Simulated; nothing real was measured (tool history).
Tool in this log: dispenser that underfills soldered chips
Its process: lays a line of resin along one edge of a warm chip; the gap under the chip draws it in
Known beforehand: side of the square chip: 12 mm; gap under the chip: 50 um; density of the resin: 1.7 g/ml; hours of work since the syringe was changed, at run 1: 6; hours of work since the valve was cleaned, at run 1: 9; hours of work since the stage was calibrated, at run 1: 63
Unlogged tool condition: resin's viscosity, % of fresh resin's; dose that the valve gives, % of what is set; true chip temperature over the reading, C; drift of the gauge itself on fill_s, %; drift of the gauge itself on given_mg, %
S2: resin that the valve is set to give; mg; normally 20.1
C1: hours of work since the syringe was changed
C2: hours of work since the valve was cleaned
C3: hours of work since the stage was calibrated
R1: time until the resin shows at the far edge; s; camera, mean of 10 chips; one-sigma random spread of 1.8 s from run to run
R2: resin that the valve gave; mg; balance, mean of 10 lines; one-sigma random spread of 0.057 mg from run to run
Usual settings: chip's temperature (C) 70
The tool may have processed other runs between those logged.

{"run": 1, "hour": 0.0, "chip's temperature (C)": 70, "S2": 20.1, "C1": 6, "C2": 9, "C3": 63, "R1": 232.3, "R2": 19.95}
{"hour": 1.0, "done": "new syringe of resin"}
{"hour": 9.6, "done": "new syringe of resin"}
{"run": 2, "hour": 10.1, "chip's temperature (C)": 70, "S2": 20.1, "C1": 0, "C2": 16, "C3": 70, "R1": 174.9, "R2": 19.95}
{"hour": 18.3, "done": "new syringe of resin"}
{"run": 3, "hour": 18.9, "chip's temperature (C)": 70, "S2": 20.1, "C1": 0, "C2": 23, "C3": 77, "R1": 176.8, "R2": 19.71}
{"run": 4, "hour": 23.7, "chip's temperature (C)": 70, "S2": 20.1, "C1": 4, "C2": 27, "C3": 80, "R1": 219.1, "R2": 19.77}
{"hour": 26.5, "done": "new syringe of resin"}
{"run": 5, "hour": 33.8, "chip's temperature (C)": 70, "S2": 20.1, "C1": 6, "C2": 34, "C3": 88, "R1": 236.5, "R2": 19.66}
{"hour": 35.2, "done": "new syringe of resin"}
{"run": 6, "hour": 39.3, "chip's temperature (C)": 70, "S2": 17.2, "C1": 3, "C2": 38, "C3": 92, "R1": 207.5, "R2": 16.79}
{"hour": 43.4, "done": "new syringe of resin"}
{"run": 7, "hour": 48.5, "chip's temperature (C)": 70, "S2": 17.2, "C1": 4, "C2": 45, "C3": 99, "R1": 216.7, "R2": 16.82}
{"hour": 52.1, "done": "new syringe of resin"}
{"run": 8, "hour": 59.1, "chip's temperature (C)": 70, "S2": 17.2, "C1": 5, "C2": 53, "C3": 107, "R1": 236.3, "R2": 16.68}
{"hour": 61.1, "done": "new syringe of resin"}
{"hour": 69.3, "done": "new syringe of resin"}
{"run": 9, "hour": 70.3, "chip's temperature (C)": 70, "S2": 17.2, "C1": 1, "C2": 62, "C3": 115, "R1": 186.1, "R2": 16.5}
{"run": 10, "hour": 75.7, "chip's temperature (C)": 70, "S2": 17.2, "C1": 5, "C2": 66, "C3": 120, "R1": 231.2, "R2": 16.5}
{"hour": 77.8, "done": "new syringe of resin"}
{"run": 11, "hour": 83.5, "chip's temperature (C)": 70, "S2": 17.2, "C1": 4, "C2": 72, "C3": 125, "R1": 224.4, "R2": 16.49}
{"hour": 86.5, "done": "new syringe of resin"}
{"hour": 95.2, "done": "new syringe of resin"}
{"run": 12, "hour": 95.2, "chip's temperature (C)": 70, "S2": 25.1, "C1": 0, "C2": 80, "C3": 134, "R1": 172.7, "R2": 23.96}
{"hour": 103.7, "done": "new syringe of resin"}
{"run": 13, "hour": 103.7, "chip's temperature (C)": 67, "S2": 19.7, "C1": 0, "C2": 87, "C3": 141, "R1": 198.7, "R2": 18.72}
{"hour": 112.3, "done": "new syringe of resin"}
{"run": 14, "hour": 114.7, "chip's temperature (C)": 63, "S2": 20.1, "C1": 2, "C2": 95, "C3": 149, "R1": 263.5, "R2": 18.99}
{"hour": 120.7, "done": "new syringe of resin"}
{"hour": 127.5, "done": "dispensing valve cleaned and set on the balance"}
{"run": 15, "hour": 127.7, "chip's temperature (C)": 63, "S2": 20.1, "C1": 5, "C2": 0, "C3": 158, "R1": 307, "R2": 20.1}
{"hour": 130.0, "done": "new syringe of resin"}
{"run": 16, "hour": 134.8, "chip's temperature (C)": 60, "S2": 20.1, "C1": 4, "C2": 5, "C3": 163, "R1": 333.9, "R2": 19.95}

The next listed run, before its measurement:
{"hour": 138.6, "done": "new syringe of resin"}
{"hour": 146.8, "done": "new syringe of resin"}
{"run": 17, "hour": 146.8, "chip's temperature (C)": 62, "S2": 18.7, "C1": 0, "C2": 14, "C3": 172, "R1": "?", "R2": "?"}

R1: 252.3 s
R2: 18.51 mg
Were there no unlogged condition in the tool, this run, its random variation unchanged, would have produced R1 258.5 s, R2 18.65 mg.
